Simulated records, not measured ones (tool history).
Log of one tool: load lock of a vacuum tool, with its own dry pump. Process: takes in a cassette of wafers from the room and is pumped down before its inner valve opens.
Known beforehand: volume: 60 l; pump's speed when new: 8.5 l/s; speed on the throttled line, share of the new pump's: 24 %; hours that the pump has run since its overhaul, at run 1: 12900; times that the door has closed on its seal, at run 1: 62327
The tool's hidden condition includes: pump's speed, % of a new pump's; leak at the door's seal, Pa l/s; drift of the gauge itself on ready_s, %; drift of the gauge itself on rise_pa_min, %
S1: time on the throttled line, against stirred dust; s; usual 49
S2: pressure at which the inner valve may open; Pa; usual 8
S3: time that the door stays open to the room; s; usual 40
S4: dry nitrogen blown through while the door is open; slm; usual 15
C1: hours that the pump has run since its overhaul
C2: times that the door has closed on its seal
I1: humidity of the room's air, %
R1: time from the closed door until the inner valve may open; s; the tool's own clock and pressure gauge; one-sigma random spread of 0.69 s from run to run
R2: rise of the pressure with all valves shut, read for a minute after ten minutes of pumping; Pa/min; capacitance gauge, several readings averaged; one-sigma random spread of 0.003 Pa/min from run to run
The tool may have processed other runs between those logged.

Run 1, hour 0.0: usual settings; C1 12900; C2 62327; I1 45.8. Result: R1 120.9 s, R2 0.241 Pa/min.
Run 2, hour 187.6: usual settings but S4 13 slm; C1 13087; C2 62878; I1 45.4. Result: R1 119.6 s, R2 0.243 Pa/min.
Run 3, hour 498.1: usual settings but S4 13 slm; C1 13398; C2 63792; I1 48.6. Result: R1 121.1 s, R2 0.248 Pa/min.
At hour 713.5: door's seal changed, seat wiped.
Run 4, hour 835.4: usual settings; C1 13734; C2 358; I1 43.9. Result: R1 121.7 s, R2 0.036 Pa/min.
Run 5, hour 1170.7: usual settings; C1 14069; C2 1345; I1 47.0. Result: R1 122.0 s, R2 0.038 Pa/min.
Run 6, hour 1403.3: usual settings; C1 14302; C2 2029; I1 44.5. Result: R1 124.0 s, R2 0.039 Pa/min.
Run 7, hour 1682.3: usual settings; C1 14581; C2 2850; I1 47.3. Result: R1 124.1 s, R2 0.041 Pa/min.

Predict the results of run 8:
Run 8, hour 1979.2: usual settings; C1 14877; C2 3723; I1 48.4. Result: R1 ?, R2 ?.

{"run 8": {"R1": 123.4, "R2": 0.042}}
Take away the tool's hidden state, keep the run-to-run variation as it was, and the same run would have given R1 103.6 s, R2 0.037 Pa/min.
